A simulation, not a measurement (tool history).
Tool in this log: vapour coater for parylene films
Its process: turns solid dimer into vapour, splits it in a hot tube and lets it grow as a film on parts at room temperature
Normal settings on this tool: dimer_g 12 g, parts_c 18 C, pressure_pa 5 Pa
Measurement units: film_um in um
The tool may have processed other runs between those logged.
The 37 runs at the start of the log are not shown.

run,day,dimer_g,parts_c,pressure_pa,hours of work since the trap's valve was overhauled,hours of work since the table's thermometer was calibrated,film_um
38,42.775,13,18,5,284,189,6.4
# day 43.458: table's thermometer calibrated, once more
39,43.617,8,28,7.52,301,3,2.62
40,44.742,6,28,2.84,324,27,2.16
41,45.871,21,14,2.01,347,50,12.78
42,47.242,21,14,2.01,376,79,12.71
# day 47.588: trap's valve overhauled
43,48.404,8,14,10.89,17,99,4.31
44,50,9,15,5,50,132,5.1
45,51.492,9,15,5,81,163,5.15
46,52.821,9,23,3.23,109,191,4.05

Forecast each of these 4 alternatives for the next run:
A,54.267,12,12,3.21,139,221,?
B,54.267,7,11,5.28,139,221,?
C,54.267,9,19,3.23,139,221,?
D,54.267,11,16,5.05,139,221,?

run,film_um
A,7.66
B,4.46
C,4.67
D,5.94
Stripped of hidden state, with their random variation kept, the same runs would have yielded:
run,film_um
A,7.93
B,4.61
C,4.83
D,6.14

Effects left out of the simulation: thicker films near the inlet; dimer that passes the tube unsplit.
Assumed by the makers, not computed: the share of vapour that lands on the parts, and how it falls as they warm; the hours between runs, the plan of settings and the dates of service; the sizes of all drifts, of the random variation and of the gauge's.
